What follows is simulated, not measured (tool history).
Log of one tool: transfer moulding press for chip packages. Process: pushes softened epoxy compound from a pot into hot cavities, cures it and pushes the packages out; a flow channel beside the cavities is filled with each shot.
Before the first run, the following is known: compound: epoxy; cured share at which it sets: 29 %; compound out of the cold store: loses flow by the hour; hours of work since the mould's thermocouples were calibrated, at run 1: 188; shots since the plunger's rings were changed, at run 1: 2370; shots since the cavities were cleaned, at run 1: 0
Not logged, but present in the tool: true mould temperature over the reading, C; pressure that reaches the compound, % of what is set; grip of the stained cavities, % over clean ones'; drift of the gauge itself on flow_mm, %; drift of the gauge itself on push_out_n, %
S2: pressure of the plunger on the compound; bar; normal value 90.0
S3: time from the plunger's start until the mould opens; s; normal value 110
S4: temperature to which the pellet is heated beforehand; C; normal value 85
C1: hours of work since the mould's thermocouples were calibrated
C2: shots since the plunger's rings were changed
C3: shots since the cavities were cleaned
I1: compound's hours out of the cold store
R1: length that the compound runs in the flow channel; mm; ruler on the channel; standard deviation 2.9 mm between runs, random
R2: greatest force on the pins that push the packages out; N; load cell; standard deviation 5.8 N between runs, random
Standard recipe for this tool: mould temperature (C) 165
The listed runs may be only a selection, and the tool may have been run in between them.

run 1 day=0.000 | mould_temperature_(C)=165 S2=90.0 S3=110 S4=85 | C1=188 C2=2370 C3=0 | I1=21.3 | R1=737 R2=229
run 2 day=1.354 | mould_temperature_(C)=161 S2=90.0 S3=110 S4=85 | C1=212 C2=2768 C3=398 | I1=41.8 | R1=696 R2=393
run 3 day=3.133 | mould_temperature_(C)=161 S2=90.0 S3=110 S4=85 | C1=244 C2=3290 C3=920 | I1=38.2 | R1=707 R2=492
-- day=3.608 cavities cleaned with cleaning compound and waxed
run 4 day=4.833 | mould_temperature_(C)=165 S2=73.8 S3=110 S4=85 | C1=273 C2=3770 C3=360 | I1=13.6 | R1=678 R2=324
-- day=5.633 plunger's sealing rings changed
run 5 day=6.650 | mould_temperature_(C)=165 S2=90.0 S3=147 S4=85 | C1=303 C2=298 C3=863 | I1=9.6 | R1=778 R2=353
-- day=7.212 cavities cleaned with cleaning compound and waxed
run 6 day=9.338 | mould_temperature_(C)=165 S2=90.0 S3=110 S4=89 | C1=350 C2=1069 C3=625 | I1=20.1 | R1=748 R2=369
-- day=10.779 cavities cleaned with cleaning compound and waxed
run 7 day=12.050 | mould_temperature_(C)=165 S2=90.0 S3=110 S4=82 | C1=397 C2=1846 C3=373 | I1=18.1 | R1=752 R2=327
-- day=14.304 cavities cleaned with cleaning compound and waxed
run 8 day=14.950 | mould_temperature_(C)=165 S2=90.0 S3=110 S4=82 | C1=447 C2=2678 C3=189 | I1=42.1 | R1=683 R2=289
-- day=15.846 mould's thermocouples calibrated
run 9 day=17.404 | mould_temperature_(C)=165 S2=90.0 S3=110 S4=85 | C1=28 C2=3375 C3=886 | I1=24.4 | R1=718 R2=394
-- day=17.879 cavities cleaned with cleaning compound and waxed
run 10 day=18.708 | mould_temperature_(C)=165 S2=90.0 S3=110 S4=85 | C1=50 C2=3740 C3=244 | I1=40.0 | R1=684 R2=281
-- day=19.500 plunger's sealing rings changed
run 11 day=20.325 | mould_temperature_(C)=165 S2=90.0 S3=110 S4=85 | C1=77 C2=241 C3=686 | I1=15.3 | R1=758 R2=384
-- day=21.488 cavities cleaned with cleaning compound and waxed
run 12 day=22.075 | mould_temperature_(C)=165 S2=90.0 S3=110 S4=85 | C1=107 C2=737 C3=172 | I1=16.6 | R1=760 R2=284
run 13 day=24.242 | mould_temperature_(C)=165 S2=90.0 S3=110 S4=85 | C1=145 C2=1373 C3=808 | I1=14.2 | R1=757 R2=390
-- day=25.129 cavities cleaned with cleaning compound and waxed
run 14 day=25.512 | mould_temperature_(C)=165 S2=90.0 S3=110 S4=85 | C1=166 C2=1728 C3=113 | I1=13.1 | R1=758 R2=265
run 15 day=26.900 | mould_temperature_(C)=168 S2=90.0 S3=110 S4=86 | C1=191 C2=2134 C3=519 | I1=30.0 | R1=708 R2=318
-- day=28.629 cavities cleaned with cleaning compound and waxed
run 16 day=29.225 | mould_temperature_(C)=168 S2=90.0 S3=110 S4=86 | C1=231 C2=2799 C3=175 | I1=12.4 | R1=746 R2=266
run 17 day=31.275 | mould_temperature_(C)=171 S2=103.8 S3=110 S4=85 | C1=268 C2=3401 C3=777 | I1=43.4 | R1=710 R2=350
-- day=32.071 cavities cleaned with cleaning compound and waxed
-- day=33.421 plunger's sealing rings changed
run 18 day=33.662 | mould_temperature_(C)=160 S2=90.0 S3=110 S4=82 | C1=307 C2=71 C3=437 | I1=32.7 | R1=739 R2=422
-- day=35.662 cavities cleaned with cleaning compound and waxed
run 19 day=35.992 | mould_temperature_(C)=165 S2=90.0 S3=110 S4=83 | C1=347 C2=736 C3=96 | I1=17.4 | R1=754 R2=268
run 20 day=37.888 | mould_temperature_(C)=159 S2=69.9 S3=118 S4=83 | C1=381 C2=1292 C3=652 | I1=38.0 | R1=635 R2=442
-- day=39.179 cavities cleaned with cleaning compound and waxed
run 21 day=40.542 | mould_temperature_(C)=159 S2=69.9 S3=118 S4=83 | C1=427 C2=2053 C3=401 | I1=37.4 | R1=634 R2=400
run 22 day=42.158 | mould_temperature_(C)=165 S2=78.9 S3=115 S4=85 | C1=456 C2=2527 C3=875 | I1=21.7 | R1=696 R2=384
-- day=42.667 mould's thermocouples calibrated
-- day=42.729 cavities cleaned with cleaning compound and waxed
run 23 day=44.042 | mould_temperature_(C)=165 S2=78.9 S3=115 S4=85 | C1=23 C2=3038 C3=386 | I1=23.5 | R1=681 R2=289
-- day=46.325 cavities cleaned with cleaning compound and waxed
run 24 day=46.325 | mould_temperature_(C)=172 S2=78.9 S3=115 S4=82 | C1=63 C2=3689 C3=0 | I1=38.0 | R1=624 R2=202
-- day=47.408 plunger's sealing rings changed
run 25 day=48.650 | mould_temperature_(C)=165 S2=90.0 S3=110 S4=88 | C1=102 C2=364 C3=652 | I1=34.1 | R1=712 R2=344
-- day=49.875 cavities cleaned with cleaning compound and waxed
run 26 day=50.762 | mould_temperature_(C)=171 S2=90.0 S3=110 S4=81 | C1=139 C2=966 C3=261 | I1=14.7 | R1=746 R2=263

Here are 3 independent what-if runs from the current tool condition. What would each one return?
-- day=53.388 cavities cleaned with cleaning compound and waxed
run A day=53.583 | mould_temperature_(C)=171 S2=80.6 S3=110 S4=81 | C1=188 C2=1775 C3=58 | I1=36.7 | R1=? R2=?
-- day=53.388 cavities cleaned with cleaning compound and waxed
run B day=53.583 | mould_temperature_(C)=168 S2=90.0 S3=110 S4=81 | C1=188 C2=1775 C3=58 | I1=19.0 | R1=? R2=?
-- day=53.388 cavities cleaned with cleaning compound and waxed
run C day=53.583 | mould_temperature_(C)=171 S2=77.5 S3=111 S4=88 | C1=188 C2=1775 C3=58 | I1=14.6 | R1=? R2=?

run=A R1=648 R2=216
run=B R1=737 R2=223
run=C R1=686 R2=222
Take away the tool's hidden state, keep each run's random variation, and the runs would have read:
run=A R1=654 R2=194
run=B R1=744 R2=199
run=C R1=692 R2=200
